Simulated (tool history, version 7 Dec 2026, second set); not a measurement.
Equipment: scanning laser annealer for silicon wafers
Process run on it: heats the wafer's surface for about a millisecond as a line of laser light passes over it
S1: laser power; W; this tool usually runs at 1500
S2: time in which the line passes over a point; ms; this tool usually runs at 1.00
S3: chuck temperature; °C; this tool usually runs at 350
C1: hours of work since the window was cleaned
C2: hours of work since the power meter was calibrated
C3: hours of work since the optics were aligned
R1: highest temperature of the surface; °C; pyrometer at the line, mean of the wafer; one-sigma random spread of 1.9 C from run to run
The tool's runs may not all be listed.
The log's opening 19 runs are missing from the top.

run    hour    S1    S2   S3   C1    C2    C3    R1
 20  1232.0  1500  1.09  350  118  1843   462  1154
 21  1315.2  1500  0.70  350  163  1887   506   980
 22  1372.0  1350  1.00  350  193  1917   537  1024
 23  1458.0  1395  1.23  355  239  1963   582  1148
 24  1494.2  1472  0.94  318  258  1982   601  1040
 25  1579.2  1649  0.96  373  303  2028   647  1214
 26  1629.6  1649  0.96  373  330  2054   674  1214
     1717.9  -- window over the wafer cleaned
 27  1717.9  1500  0.84  355    0  2100   719  1052
 28  1784.6  1468  0.86  332   35  2136   755  1019
 29  1829.3  1500  0.88  350   59  2160   779  1064
 30  1869.1  1500  0.88  385   80  2181   800  1099
 31  1955.7  1342  1.06  358  126  2227   846  1050
 32  1999.6  1454  0.94  388  150  2250   869  1105
 33  2080.1  1454  0.94  388  193  2293   912  1101
 34  2121.3  1471  1.00  359  215  2315   934  1111
 35  2199.8  1567  1.14  326  256  2357   976  1196
 36  2287.8  1511  0.93  320  303  2403  1023  1065
 37  2331.3  1500  0.76  350  326  2427  1046  1008
 38  2390.9  1500  0.76  350  358  2458  1077  1007
     2428.2  -- window over the wafer cleaned
 39  2454.5  1393  0.77  329   14  2491  1110   933
 40  2519.1  1393  0.77  329   48  2525  1144   935

4 options for the next run, each taken on its own from the tool as it stands now. Forecast them:
  A  2596.9  1356  1.01  329  90  2567  1186   ?
  B  2596.9  1373  0.71  361  90  2567  1186   ?
  C  2596.9  1309  0.85  314  90  2567  1186   ?
  D  2596.9  1374  1.22  382  90  2567  1186   ?

run    R1
  A  1012
  B   932
  C   908
  D  1154
Had the tool no hidden state, the same runs would have come out as:
run    R1
  A  1013
  B   933
  C   909
  D  1155

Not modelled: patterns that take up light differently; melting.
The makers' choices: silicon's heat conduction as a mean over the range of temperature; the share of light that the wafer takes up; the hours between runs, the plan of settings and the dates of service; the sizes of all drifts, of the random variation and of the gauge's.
